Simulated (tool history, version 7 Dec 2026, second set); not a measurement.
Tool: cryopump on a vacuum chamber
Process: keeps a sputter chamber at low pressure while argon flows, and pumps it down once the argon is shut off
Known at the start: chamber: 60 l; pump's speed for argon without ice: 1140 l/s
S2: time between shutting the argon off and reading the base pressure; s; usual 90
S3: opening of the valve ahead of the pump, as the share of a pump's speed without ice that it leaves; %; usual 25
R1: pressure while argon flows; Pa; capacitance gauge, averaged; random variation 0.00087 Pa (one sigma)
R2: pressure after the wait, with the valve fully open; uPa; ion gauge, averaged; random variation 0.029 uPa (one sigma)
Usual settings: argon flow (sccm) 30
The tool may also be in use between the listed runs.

run 1 hour=0.0 | argon_flow_(sccm)=30 S2=90 S3=25 | R1=0.1791 R2=2.05
run 2 hour=64.4 | argon_flow_(sccm)=30 S2=90 S3=25 | R1=0.1806 R2=2.22
run 3 hour=133.3 | argon_flow_(sccm)=15 S2=90 S3=25 | R1=0.0917 R2=2.43
run 4 hour=196.4 | argon_flow_(sccm)=30 S2=90 S3=25 | R1=0.1850 R2=2.67
run 5 hour=251.6 | argon_flow_(sccm)=30 S2=90 S3=25 | R1=0.1859 R2=2.82
run 6 hour=345.4 | argon_flow_(sccm)=30 S2=90 S3=25 | R1=0.1905 R2=3.15
run 7 hour=446.6 | argon_flow_(sccm)=54 S2=90 S3=25 | R1=0.3473 R2=3.54
run 8 hour=532.4 | argon_flow_(sccm)=54 S2=114 S3=25 | R1=0.3521 R2=3.66
run 9 hour=618.7 | argon_flow_(sccm)=54 S2=193 S3=25 | R1=0.3572 R2=3.75
-- hour=662.1 pump warmed up, emptied and cooled again
run 10 hour=692.8 | argon_flow_(sccm)=54 S2=193 S3=25 | R1=0.3219 R2=2.87
run 11 hour=791.6 | argon_flow_(sccm)=30 S2=90 S3=53 | R1=0.0879 R2=3.71
-- hour=837.4 leaking fittings of the chamber tightened, without venting
run 12 hour=883.4 | argon_flow_(sccm)=30 S2=90 S3=32 | R1=0.1446 R2=1.52
run 13 hour=936.9 | argon_flow_(sccm)=30 S2=90 S3=32 | R1=0.1449 R2=1.71
run 14 hour=983.2 | argon_flow_(sccm)=30 S2=162 S3=25 | R1=0.1851 R2=1.33
run 15 hour=1071.2 | argon_flow_(sccm)=30 S2=162 S3=25 | R1=0.1892 R2=1.60
run 16 hour=1118.0 | argon_flow_(sccm)=30 S2=162 S3=25 | R1=0.1888 R2=1.70
run 17 hour=1211.9 | argon_flow_(sccm)=29 S2=27 S3=17 | R1=0.2658 R2=5.09
run 18 hour=1258.2 | argon_flow_(sccm)=29 S2=27 S3=17 | R1=0.2682 R2=5.18
run 19 hour=1301.7 | argon_flow_(sccm)=45 S2=27 S3=17 | R1=0.4185 R2=5.36

The next listed run, before its measurement:
run 20 hour=1363.4 | argon_flow_(sccm)=23 S2=276 S3=19 | R1=? R2=?

{"run 20": {"R1": 0.1977, "R2": 2.28}}
Without the tool's hidden state the same run would have given R1 0.1811 Pa, R2 0.61 uPa.
